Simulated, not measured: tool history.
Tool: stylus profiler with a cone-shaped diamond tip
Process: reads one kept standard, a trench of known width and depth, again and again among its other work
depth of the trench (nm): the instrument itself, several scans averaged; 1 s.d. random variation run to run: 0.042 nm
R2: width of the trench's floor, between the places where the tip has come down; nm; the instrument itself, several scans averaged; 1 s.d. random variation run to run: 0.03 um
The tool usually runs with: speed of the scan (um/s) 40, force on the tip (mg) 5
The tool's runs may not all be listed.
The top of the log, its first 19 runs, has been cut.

Run 20, day 19.408: usual settings but force on the tip (mg) 6.9. Result: depth of the trench (nm) 102.49, R2 17930 nm.
Run 21, day 20.396: usual settings but speed of the scan (um/s) 90, force on the tip (mg) 1.67. Result: depth of the trench (nm) 100.98, R2 17730 nm.
Run 22, day 21.562: usual settings but speed of the scan (um/s) 154, force on the tip (mg) 1.67. Result: depth of the trench (nm) 100.94, R2 17460 nm.
Run 23, day 22.812: usual settings but speed of the scan (um/s) 70, force on the tip (mg) 5.84. Result: depth of the trench (nm) 102.14, R2 17890 nm.
Run 24, day 24.096: usual settings but speed of the scan (um/s) 70, force on the tip (mg) 5.84. Result: depth of the trench (nm) 102.24, R2 17870 nm.
Run 25, day 24.808: usual settings but speed of the scan (um/s) 10, force on the tip (mg) 3.76. Result: depth of the trench (nm) 101.61, R2 17910 nm.
Run 26, day 26.042: usual settings but speed of the scan (um/s) 10, force on the tip (mg) 3.76. Result: depth of the trench (nm) 101.66, R2 17990 nm.
Run 27, day 27.029: usual settings but speed of the scan (um/s) 56, force on the tip (mg) 11.24. Result: depth of the trench (nm) 103.37, R2 17880 nm.
Run 28, day 27.746: usual settings but force on the tip (mg) 4.06. Result: depth of the trench (nm) 101.75, R2 17840 nm.
Run 29, day 28.383: usual settings but speed of the scan (um/s) 89, force on the tip (mg) 11.13. Result: depth of the trench (nm) 103.45, R2 17910 nm.
Run 30, day 29.692: usual settings but speed of the scan (um/s) 132, force on the tip (mg) 11.13. Result: depth of the trench (nm) 103.41, R2 17810 nm.

Branching from run 30: 4 alternative next runs. What would each branch give?
Run A, day 30.475: usual settings but speed of the scan (um/s) 20, force on the tip (mg) 2.72. Result: depth of the trench (nm) ?, R2 ?.
Run B, day 30.475: usual settings but speed of the scan (um/s) 14, force on the tip (mg) 6.31. Result: depth of the trench (nm) ?, R2 ?.
Run C, day 30.475: usual settings but speed of the scan (um/s) 27, force on the tip (mg) 7.27. Result: depth of the trench (nm) ?, R2 ?.
Run D, day 30.475: usual settings but speed of the scan (um/s) 132, force on the tip (mg) 2.43. Result: depth of the trench (nm) ?, R2 ?.

run  depth of the trench (nm)     R2
  A                     101.3  17960
  B                    102.38  18010
  C                    102.49  17930
  D                     101.3  17590
The same runs, with their run-to-run variation unchanged, on a tool lacking any hidden condition would have given:
run  depth of the trench (nm)     R2
  A                     101.3  17970
  B                    102.37  18020
  C                    102.49  17930
  D                     101.3  17600
